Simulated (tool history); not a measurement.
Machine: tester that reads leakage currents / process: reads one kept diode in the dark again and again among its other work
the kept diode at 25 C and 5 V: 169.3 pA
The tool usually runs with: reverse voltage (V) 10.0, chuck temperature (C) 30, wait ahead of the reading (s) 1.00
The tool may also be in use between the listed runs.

run,hour,reverse voltage (V),chuck temperature (C),wait ahead of the reading (s),current that the tester gives (pA)
1,0.0,10.0,30,1.00,380.58
2,73.5,10.0,30,1.00,377.88
3,196.2,10.0,30,1.00,373.10
4,309.5,10.0,55,1.00,2712.01
5,456.8,10.0,55,1.00,2697.35
6,568.2,10.0,55,1.00,2662.80
7,719.2,10.0,30,1.00,359.57
8,790.8,10.0,30,1.00,356.32
9,936.3,10.0,30,1.00,353.37
10,1004.2,10.0,38,1.00,681.03
11,1135.4,10.0,38,1.00,681.69
12,1257.7,10.0,38,1.00,668.93
13,1347.8,10.0,38,1.00,664.85
14,1428.9,10.0,38,1.00,661.21
15,1539.6,10.0,38,1.00,654.10
16,1662.3,10.0,30,1.00,334.33
# hour 1775.8: chuck's temperature calibrated
17,1810.9,10.0,30,0.67,409.14
18,1884.9,10.0,30,0.67,406.37
19,1963.4,10.0,30,0.67,407.82
20,2107.4,1.2,30,1.00,110.24
21,2204.5,1.2,30,1.00,109.52
22,2284.2,3.8,53,0.59,1353.96
23,2383.0,3.6,30,9.34,209.87
# hour 2392.0: tester calibrated
24,2485.5,3.6,30,9.34,207.79
25,2576.3,3.6,30,9.34,206.43
26,2655.6,10.0,57,1.00,3125.72
# hour 2744.7: tester calibrated, once more
27,2772.2,10.0,57,1.00,3122.32
28,2912.8,10.0,57,4.47,3086.78
29,3008.0,10.0,30,1.20,378.04
30,3095.9,10.0,46,5.30,1338.33
# hour 3200.7: probe card cleaned and baked
31,3200.7,3.1,22,1.00,83.65
32,3322.4,5.1,41,0.55,575.74
33,3416.3,5.1,41,0.55,574.26
34,3507.4,5.1,41,0.55,567.67
35,3626.8,1.9,55,0.64,926.63
36,3719.3,1.9,55,0.64,917.49
37,3843.1,1.9,55,0.64,908.25
# hour 3908.1: chuck's temperature calibrated
38,3999.4,1.9,55,0.64,1073.40
39,4117.0,17.1,31,0.78,596.79

Here are 4 independent what-if runs from the current tool condition. What would each one return?
A,4238.5,10.0,24,2.17,?
B,4238.5,1.1,31,0.78,?
C,4238.5,3.4,31,6.37,?
D,4238.5,7.3,21,2.98,?

run,current that the tester gives (pA)
A,232.49
B,112.69
C,221.73
D,147.29
With no hidden state in the tool, these same runs would have given:
run,current that the tester gives (pA)
A,233.56
B,116.24
C,227.64
D,147.26
